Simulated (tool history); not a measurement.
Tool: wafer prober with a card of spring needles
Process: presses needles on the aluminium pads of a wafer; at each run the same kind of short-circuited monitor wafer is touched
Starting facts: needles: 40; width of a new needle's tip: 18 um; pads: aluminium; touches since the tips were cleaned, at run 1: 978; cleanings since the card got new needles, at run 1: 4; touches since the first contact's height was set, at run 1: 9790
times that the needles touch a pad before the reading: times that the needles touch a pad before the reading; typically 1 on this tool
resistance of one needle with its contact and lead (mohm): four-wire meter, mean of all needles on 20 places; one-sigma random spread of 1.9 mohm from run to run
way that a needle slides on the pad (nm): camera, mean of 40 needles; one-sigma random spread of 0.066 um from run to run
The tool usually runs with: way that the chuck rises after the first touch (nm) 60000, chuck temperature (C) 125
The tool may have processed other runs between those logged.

run,day,way that the chuck rises after the first touch (nm),chuck temperature (C),times that the needles touch a pad before the reading,touches since the tips were cleaned,cleanings since the card got new needles,touches since the first contact's height was set,resistance of one needle with its contact and lead (mohm),way that a needle slides on the pad (nm)
1,0,60000,125,1,978,4,9790,250,9850
# day 0.083: tips cleaned on abrasive film
# day 0.229: tips cleaned on abrasive film
# day 0.379: tips cleaned on abrasive film
2,0.412,60000,125,1,509,7,15715,238,9850
# day 0.508: tips cleaned on abrasive film
3,0.625,60000,125,1,1737,8,18781,285,9800
# day 0.658: tips cleaned on abrasive film
# day 0.783: tips cleaned on abrasive film
# day 0.942: tips cleaned on abrasive film
4,0.992,60000,125,2,729,11,24010,232,9810
# day 1.092: tips cleaned on abrasive film
# day 1.233: tips cleaned on abrasive film
# day 1.362: tips cleaned on abrasive film
5,1.438,55000,125,1,1092,14,30438,267,8830
# day 1.492: tips cleaned on abrasive film
# day 1.633: tips cleaned on abrasive film
6,1.688,55000,125,1,806,16,34032,261,8740
# day 1.767: tips cleaned on abrasive film
# day 1.917: tips cleaned on abrasive film
# day 2.062: tips cleaned on abrasive film
7,2.108,60000,125,1,649,19,40046,238,9510
# day 2.2: tips cleaned on abrasive film
# day 2.346: tips cleaned on abrasive film
8,2.454,60000,125,1,1577,21,45027,276,9520
# day 2.479: tips cleaned on abrasive film
# day 2.492: height of the first contact set anew
# day 2.621: tips cleaned on abrasive film
# day 2.771: tips cleaned on abrasive film
# day 2.921: tips cleaned on abrasive film
9,2.967,76000,125,1,709,25,6823,224,12130
# day 3.062: tips cleaned on abrasive film
# day 3.204: tips cleaned on abrasive film
10,3.233,76000,125,1,429,27,10664,212,11930
# day 3.358: tips cleaned on abrasive film
# day 3.504: tips cleaned on abrasive film
11,3.525,76000,125,1,288,29,14818,209,12120
# day 3.638: tips cleaned on abrasive film
# day 3.779: tips cleaned on abrasive film
12,3.838,76000,125,1,859,31,19352,232,12070
# day 3.925: tips cleaned on abrasive film
# day 4.075: tips cleaned on abrasive film
# day 4.225: tips cleaned on abrasive film
13,4.229,76000,125,1,92,34,24967,205,11980
# day 4.358: tips cleaned on abrasive film
# day 4.512: tips cleaned on abrasive film
14,4.525,76000,125,1,174,36,29193,209,11920
# day 4.646: tips cleaned on abrasive film
# day 4.796: tips cleaned on abrasive film
15,4.804,76000,125,1,116,38,33179,199,11830
# day 4.925: tips cleaned on abrasive film
# day 5.071: tips cleaned on abrasive film
# day 5.167: height of the first contact set anew, once more
16,5.175,76000,125,1,1308,40,90,242,12610
# day 5.238: tips cleaned on abrasive film
# day 5.367: tips cleaned on abrasive film
17,5.388,44000,52,1,331,42,3140,252,7190
# day 5.508: tips cleaned on abrasive film
# day 5.65: tips cleaned on abrasive film
18,5.654,44000,52,1,58,44,6976,214,7210
# day 5.796: tips cleaned on abrasive film
19,5.879,79000,98,3,1258,45,10237,203,12940
# day 5.938: tips cleaned on abrasive film
# day 6.079: tips cleaned on abrasive film
# day 6.229: tips cleaned on abrasive film
20,6.267,79000,98,3,574,48,15798,192,12880
# day 6.362: tips cleaned on abrasive film
# day 6.492: tips cleaned on abrasive film
21,6.492,60000,40,1,0,50,18978,188,9780
# day 6.646: tips cleaned on abrasive film
# day 6.796: tips cleaned on abrasive film
22,6.808,60000,40,1,225,52,23568,205,9800
# day 6.933: tips cleaned on abrasive film
# day 7.083: tips cleaned on abrasive film
# day 7.212: tips cleaned on abrasive film
23,7.212,60000,125,2,0,55,29323,203,9680
# day 7.358: tips cleaned on abrasive film
# day 7.504: tips cleaned on abrasive film
24,7.504,60000,125,2,0,57,33530,201,9720
# day 7.658: tips cleaned on abrasive film
# day 7.808: tips cleaned on abrasive film
25,7.825,40000,125,2,227,59,38157,244,6360
# day 7.95: tips cleaned on abrasive film
# day 8.1: tips cleaned on abrasive film
26,8.142,40000,125,2,600,61,42727,281,6370
# day 8.238: tips cleaned on abrasive film
# day 8.392: tips cleaned on abrasive film
27,8.462,40000,125,2,1036,63,47337,296,6480
# day 8.525: tips cleaned on abrasive film
# day 8.675: tips cleaned on abrasive film
# day 8.825: tips cleaned on abrasive film
# day 8.954: tips cleaned on abrasive film
28,8.954,60000,33,1,0,67,54358,193,9490
# day 9.108: tips cleaned on abrasive film
29,9.158,75000,125,3,721,68,57309,205,12000

Describe how what the log doesn't record of the tool's condition differs between the last listed run preceding each entry between runs and the first listed run following it.
After run 1, before run 2: tips cleaned on abrasive film (day 0.083); tips cleaned on abrasive film (day 0.229); tips cleaned on abrasive film (day 0.379)
  debris on the tips, nm: 35.7 -> 25.7; way that the needles fall short of the set height, um: 0.29 -> 0.49; tips' diameter, um: 18.1 -> 18.17
  measured value less the no-hidden-state value, resistance of one needle with its contact and lead (mohm): +55 -> +40; way that a needle slides on the pad (nm): -50 -> -80
After run 2, before run 3: tips cleaned on abrasive film (day 0.508)
  debris on the tips, nm: 25.7 -> 57.5; way that the needles fall short of the set height, um: 0.49 -> 0.58; tips' diameter, um: 18.17 -> 18.2
  measured value less the no-hidden-state value, resistance of one needle with its contact and lead (mohm): +40 -> +90; way that a needle slides on the pad (nm): -80 -> -100
After run 3, before run 4: tips cleaned on abrasive film (day 0.658); tips cleaned on abrasive film (day 0.783); tips cleaned on abrasive film (day 0.942)
  debris on the tips, nm: 57.5 -> 32.7; way that the needles fall short of the set height, um: 0.58 -> 0.81; tips' diameter, um: 18.2 -> 18.29
  measured value less the no-hidden-state value, resistance of one needle with its contact and lead (mohm): +90 -> +32; way that a needle slides on the pad (nm): -100 -> -140
After run 4, before run 5: tips cleaned on abrasive film (day 1.092); tips cleaned on abrasive film (day 1.233); tips cleaned on abrasive film (day 1.362)
  debris on the tips, nm: 32.7 -> 35.6; way that the needles fall short of the set height, um: 0.81 -> 1.04; tips' diameter, um: 18.29 -> 18.37
  measured value less the no-hidden-state value, resistance of one needle with its contact and lead (mohm): +32 -> +68; way that a needle slides on the pad (nm): -140 -> -180
After run 5, before run 6: tips cleaned on abrasive film (day 1.492); tips cleaned on abrasive film (day 1.633)
  debris on the tips, nm: 35.6 -> 31.9; way that the needles fall short of the set height, um: 1.04 -> 1.19; tips' diameter, um: 18.37 -> 18.42
  measured value less the no-hidden-state value, resistance of one needle with its contact and lead (mohm): +68 -> +62; way that a needle slides on the pad (nm): -180 -> -190
After run 6, before run 7: tips cleaned on abrasive film (day 1.767); tips cleaned on abrasive film (day 1.917); tips cleaned on abrasive film (day 2.062)
  debris on the tips, nm: 31.9 -> 25.5; way that the needles fall short of the set height, um: 1.19 -> 1.42; tips' diameter, um: 18.42 -> 18.5
  measured value less the no-hidden-state value, resistance of one needle with its contact and lead (mohm): +62 -> +43; way that a needle slides on the pad (nm): -190 -> -230
After run 7, before run 8: tips cleaned on abrasive film (day 2.2); tips cleaned on abrasive film (day 2.346)
  debris on the tips, nm: 25.5 -> 48.8; way that the needles fall short of the set height, um: 1.42 -> 1.55; tips' diameter, um: 18.5 -> 18.54
  measured value less the no-hidden-state value, resistance of one needle with its contact and lead (mohm): +43 -> +81; way that a needle slides on the pad (nm): -230 -> -250
After run 8, before run 9: tips cleaned on abrasive film (day 2.479); height of the first contact set anew (day 2.492); tips cleaned on abrasive film (day 2.621); tips cleaned on abrasive film (day 2.771); tips cleaned on abrasive film (day 2.921)
  debris on the tips, nm: 48.8 -> 25.6; way that the needles fall short of the set height, um: 1.55 -> 2.45; tips' diameter, um: 18.54 -> 18.65
  measured value less the no-hidden-state value, resistance of one needle with its contact and lead (mohm): +81 -> +30; way that a needle slides on the pad (nm): -250 -> -410
After run 9, before run 10: tips cleaned on abrasive film (day 3.062); tips cleaned on abrasive film (day 3.204)
  debris on the tips, nm: 25.6 -> 18.6; way that the needles fall short of the set height, um: 2.45 -> 2.63; tips' diameter, um: 18.65 -> 18.71
  measured value less the no-hidden-state value, resistance of one needle with its contact and lead (mohm): +30 -> +22; way that a needle slides on the pad (nm): -410 -> -430
After run 10, before run 11: tips cleaned on abrasive film (day 3.358); tips cleaned on abrasive film (day 3.504)
  debris on the tips, nm: 18.6 -> 13.3; way that the needles fall short of the set height, um: 2.63 -> 2.73; tips' diameter, um: 18.71 -> 18.75
  measured value less the no-hidden-state value, resistance of one needle with its contact and lead (mohm): +22 -> +16; way that a needle slides on the pad (nm): -430 -> -450
After run 11, before run 12: tips cleaned on abrasive film (day 3.638); tips cleaned on abrasive film (day 3.779)
  debris on the tips, nm: 13.3 -> 38.8; way that the needles fall short of the set height, um: 2.73 -> 2.85; tips' diameter, um: 18.75 -> 18.79
  measured value less the no-hidden-state value, resistance of one needle with its contact and lead (mohm): +16 -> +45; way that a needle slides on the pad (nm): -450 -> -470
After run 12, before run 13: tips cleaned on abrasive film (day 3.925); tips cleaned on abrasive film (day 4.075); tips cleaned on abrasive film (day 4.225)
  debris on the tips, nm: 38.8 -> 10.4; way that the needles fall short of the set height, um: 2.85 -> 3.05; tips' diameter, um: 18.79 -> 18.86
  measured value less the no-hidden-state value, resistance of one needle with its contact and lead (mohm): +45 -> +14; way that a needle slides on the pad (nm): -470 -> -500
After run 13, before run 14: tips cleaned on abrasive film (day 4.358); tips cleaned on abrasive film (day 4.512)
  debris on the tips, nm: 10.4 -> 14.7; way that the needles fall short of the set height, um: 3.05 -> 3.19; tips' diameter, um: 18.86 -> 18.91
  measured value less the no-hidden-state value, resistance of one needle with its contact and lead (mohm): +14 -> +19; way that a needle slides on the pad (nm): -500 -> -520
After run 14, before run 15: tips cleaned on abrasive film (day 4.646); tips cleaned on abrasive film (day 4.796)
  debris on the tips, nm: 14.7 -> 8.2; way that the needles fall short of the set height, um: 3.19 -> 3.32; tips' diameter, um: 18.91 -> 18.96
  measured value less the no-hidden-state value, resistance of one needle with its contact and lead (mohm): +19 -> +11; way that a needle slides on the pad (nm): -520 -> -540
After run 15, before run 16: tips cleaned on abrasive film (day 4.925); tips cleaned on abrasive film (day 5.071); height of the first contact set anew, once more (day 5.167)
  debris on the tips, nm: 8.2 -> 47.4; way that the needles fall short of the set height, um: 3.32 -> 0; tips' diameter, um: 18.96 -> 19.01
  measured value less the no-hidden-state value, resistance of one needle with its contact and lead (mohm): +11 -> +51; way that a needle slides on the pad (nm): -540 -> +0
After run 16, before run 17: tips cleaned on abrasive film (day 5.238); tips cleaned on abrasive film (day 5.367)
  debris on the tips, nm: 47.4 -> 19.5; way that the needles fall short of the set height, um: 0 -> 0.16; tips' diameter, um: 19.01 -> 19.06
  measured value less the no-hidden-state value, resistance of one needle with its contact and lead (mohm): +51 -> +66; way that a needle slides on the pad (nm): +0 -> -30
After run 17, before run 18: tips cleaned on abrasive film (day 5.508); tips cleaned on abrasive film (day 5.65)
  debris on the tips, nm: 19.5 -> 6.2; way that the needles fall short of the set height, um: 0.16 -> 0.3; tips' diameter, um: 19.06 -> 19.11
  measured value less the no-hidden-state value, resistance of one needle with its contact and lead (mohm): +66 -> +24; way that a needle slides on the pad (nm): -30 -> -50
After run 18, before run 19: tips cleaned on abrasive film (day 5.796)
  debris on the tips, nm: 6.2 -> 47.1; way that the needles fall short of the set height, um: 0.3 -> 0.39; tips' diameter, um: 19.11 -> 19.14
  measured value less the no-hidden-state value, resistance of one needle with its contact and lead (mohm): +24 -> +19; way that a needle slides on the pad (nm): -50 -> -60
After run 19, before run 20: tips cleaned on abrasive film (day 5.938); tips cleaned on abrasive film (day 6.079); tips cleaned on abrasive film (day 6.229)
  debris on the tips, nm: 47.1 -> 21.2; way that the needles fall short of the set height, um: 0.39 -> 0.63; tips' diameter, um: 19.14 -> 19.23
  measured value less the no-hidden-state value, resistance of one needle with its contact and lead (mohm): +19 -> +9; way that a needle slides on the pad (nm): -60 -> -110
After run 20, before run 21: tips cleaned on abrasive film (day 6.362); tips cleaned on abrasive film (day 6.492)
  debris on the tips, nm: 21.2 -> 5.1; way that the needles fall short of the set height, um: 0.63 -> 0.77; tips' diameter, um: 19.23 -> 19.27
  measured value less the no-hidden-state value, resistance of one needle with its contact and lead (mohm): +9 -> +12; way that a needle slides on the pad (nm): -110 -> -120
After run 21, before run 22: tips cleaned on abrasive film (day 6.646); tips cleaned on abrasive film (day 6.796)
  debris on the tips, nm: 5.1 -> 13.7; way that the needles fall short of the set height, um: 0.77 -> 0.88; tips' diameter, um: 19.27 -> 19.31
  measured value less the no-hidden-state value, resistance of one needle with its contact and lead (mohm): +12 -> +29; way that a needle slides on the pad (nm): -120 -> -140
After run 22, before run 23: tips cleaned on abrasive film (day 6.933); tips cleaned on abrasive film (day 7.083); tips cleaned on abrasive film (day 7.212)
  debris on the tips, nm: 13.7 -> 3.3; way that the needles fall short of the set height, um: 0.88 -> 1.11; tips' diameter, um: 19.31 -> 19.4
  measured value less the no-hidden-state value, resistance of one needle with its contact and lead (mohm): +29 -> +6; way that a needle slides on the pad (nm): -140 -> -180
After run 23, before run 24: tips cleaned on abrasive film (day 7.358); tips cleaned on abrasive film (day 7.504)
  debris on the tips, nm: 3.3 -> 3.5; way that the needles fall short of the set height, um: 1.11 -> 1.25; tips' diameter, um: 19.4 -> 19.44
  measured value less the no-hidden-state value, resistance of one needle with its contact and lead (mohm): +6 -> +6; way that a needle slides on the pad (nm): -180 -> -200
After run 24, before run 25: tips cleaned on abrasive film (day 7.658); tips cleaned on abrasive film (day 7.808)
  debris on the tips, nm: 3.5 -> 13.5; way that the needles fall short of the set height, um: 1.25 -> 1.39; tips' diameter, um: 19.44 -> 19.49
  measured value less the no-hidden-state value, resistance of one needle with its contact and lead (mohm): +6 -> +36; way that a needle slides on the pad (nm): -200 -> -230
After run 25, before run 26: tips cleaned on abrasive film (day 7.95); tips cleaned on abrasive film (day 8.1)
  debris on the tips, nm: 13.5 -> 27.2; way that the needles fall short of the set height, um: 1.39 -> 1.53; tips' diameter, um: 19.49 -> 19.54
  measured value less the no-hidden-state value, resistance of one needle with its contact and lead (mohm): +36 -> +70; way that a needle slides on the pad (nm): -230 -> -260
After run 26, before run 27: tips cleaned on abrasive film (day 8.238); tips cleaned on abrasive film (day 8.392)
  debris on the tips, nm: 27.2 -> 34.2; way that the needles fall short of the set height, um: 1.53 -> 1.67; tips' diameter, um: 19.54 -> 19.59
  measured value less the no-hidden-state value, resistance of one needle with its contact and lead (mohm): +70 -> +87; way that a needle slides on the pad (nm): -260 -> -270
After run 27, before run 28: tips cleaned on abrasive film (day 8.525); tips cleaned on abrasive film (day 8.675); tips cleaned on abrasive film (day 8.825); tips cleaned on abrasive film (day 8.954)
  debris on the tips, nm: 34.2 -> 5.8; way that the needles fall short of the set height, um: 1.67 -> 1.99; tips' diameter, um: 19.59 -> 19.7
  measured value less the no-hidden-state value, resistance of one needle with its contact and lead (mohm): +87 -> +16; way that a needle slides on the pad (nm): -270 -> -330
After run 28, before run 29: tips cleaned on abrasive film (day 9.108)
  debris on the tips, nm: 5.8 -> 29.7; way that the needles fall short of the set height, um: 1.99 -> 2.08; tips' diameter, um: 19.7 -> 19.73
  measured value less the no-hidden-state value, resistance of one needle with its contact and lead (mohm): +16 -> +15; way that a needle slides on the pad (nm): -330 -> -340
